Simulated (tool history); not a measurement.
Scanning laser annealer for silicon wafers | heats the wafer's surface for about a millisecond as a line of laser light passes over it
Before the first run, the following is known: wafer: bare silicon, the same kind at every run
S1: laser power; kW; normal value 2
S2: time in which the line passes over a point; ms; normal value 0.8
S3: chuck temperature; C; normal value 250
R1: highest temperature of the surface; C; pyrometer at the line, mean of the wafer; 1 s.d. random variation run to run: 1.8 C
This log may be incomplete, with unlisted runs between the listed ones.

run	hour	S1	S2	S3	R1
1	0	2	0.8	250	1048
2	13.9	2	0.8	250	1042
3	27.9	1.808	0.8	250	950
4	45	1.893	0.8	250	989
5	59.5	2.127	0.8	250	1102
6	76	2.127	0.8	250	1104
# hour 79.3: window over the wafer cleaned
7	91.4	2.127	0.8	250	1084
8	99.6	2.127	0.8	250	1083
# hour 109.2: window over the wafer cleaned, once more
9	118.4	2.127	0.8	250	1130
10	134.2	2.127	0.8	250	1130
11	147.1	1.983	0.641	250	987
12	154.4	1.983	0.641	250	982
13	167.9	2	0.912	267	1129

For run 14, what comes out?
14	179.6	2.126	0.664	219	?

{"run 14": {"R1": 1033}}
The same run, on a tool lacking any hidden state, would have yielded R1 1049 C.
